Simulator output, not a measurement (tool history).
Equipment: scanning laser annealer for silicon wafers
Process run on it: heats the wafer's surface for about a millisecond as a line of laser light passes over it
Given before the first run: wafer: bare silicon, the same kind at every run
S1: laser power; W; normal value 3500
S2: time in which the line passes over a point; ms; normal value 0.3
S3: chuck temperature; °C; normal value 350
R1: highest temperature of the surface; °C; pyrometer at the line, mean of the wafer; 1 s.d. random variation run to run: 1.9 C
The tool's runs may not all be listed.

{"run": 1, "day": 0.0, "S1": 3500, "S2": 0.3, "S3": 350, "R1": 1064}
{"run": 2, "day": 1.912, "S1": 3500, "S2": 0.3, "S3": 350, "R1": 1058}
{"day": 3.396, "done": "window over the wafer cleaned"}
{"run": 3, "day": 4.412, "S1": 3500, "S2": 0.3, "S3": 350, "R1": 1095}
{"run": 4, "day": 5.692, "S1": 3500, "S2": 0.3, "S3": 340, "R1": 1084}
{"run": 5, "day": 8.067, "S1": 3500, "S2": 0.3, "S3": 350, "R1": 1093}
{"run": 6, "day": 10.992, "S1": 3500, "S2": 0.336, "S3": 350, "R1": 1122}
{"run": 7, "day": 13.708, "S1": 3500, "S2": 0.3, "S3": 348, "R1": 1077}
{"run": 8, "day": 15.829, "S1": 3500, "S2": 0.3, "S3": 343, "R1": 1071}
{"run": 9, "day": 17.142, "S1": 3500, "S2": 0.3, "S3": 350, "R1": 1072}
{"run": 10, "day": 19.842, "S1": 3500, "S2": 0.3, "S3": 350, "R1": 1068}
{"run": 11, "day": 22.783, "S1": 3500, "S2": 0.21, "S3": 350, "R1": 957}
{"run": 12, "day": 25.554, "S1": 3500, "S2": 0.21, "S3": 350, "R1": 954}
{"day": 28.0, "done": "window over the wafer cleaned"}
{"run": 13, "day": 28.258, "S1": 3500, "S2": 0.21, "S3": 350, "R1": 984}
{"run": 14, "day": 29.746, "S1": 3500, "S2": 0.21, "S3": 350, "R1": 980}
{"run": 15, "day": 32.204, "S1": 3500, "S2": 0.21, "S3": 350, "R1": 975}
{"run": 16, "day": 34.033, "S1": 3500, "S2": 0.3, "S3": 350, "R1": 1086}
{"day": 34.654, "done": "optics aligned, line set to its width"}
{"run": 17, "day": 36.875, "S1": 3500, "S2": 0.3, "S3": 350, "R1": 1086}
{"run": 18, "day": 38.792, "S1": 3500, "S2": 0.3, "S3": 350, "R1": 1083}
{"run": 19, "day": 41.138, "S1": 3500, "S2": 0.3, "S3": 350, "R1": 1079}
{"run": 20, "day": 43.521, "S1": 3500, "S2": 0.235, "S3": 310, "R1": 955}
{"run": 21, "day": 45.329, "S1": 3630, "S2": 0.318, "S3": 329, "R1": 1096}
{"run": 22, "day": 46.825, "S1": 3329, "S2": 0.301, "S3": 377, "R1": 1059}
{"run": 23, "day": 48.6, "S1": 3484, "S2": 0.379, "S3": 323, "R1": 1115}
{"run": 24, "day": 49.829, "S1": 3529, "S2": 0.297, "S3": 323, "R1": 1039}
{"run": 25, "day": 52.675, "S1": 3500, "S2": 0.222, "S3": 350, "R1": 965}
{"day": 52.967, "done": "window over the wafer cleaned"}
{"run": 26, "day": 54.804, "S1": 3500, "S2": 0.222, "S3": 350, "R1": 999}
{"run": 27, "day": 57.704, "S1": 3111, "S2": 0.3, "S3": 346, "R1": 1000}
{"run": 28, "day": 60.629, "S1": 3231, "S2": 0.299, "S3": 321, "R1": 994}

Expected results for the next run?
{"run": 29, "day": 63.542, "S1": 3231, "S2": 0.299, "S3": 321, "R1": "?"}

Run 29 came out at R1 989 °C.
Had the tool carried no hidden state, the very same run would have given R1 1024 °C.
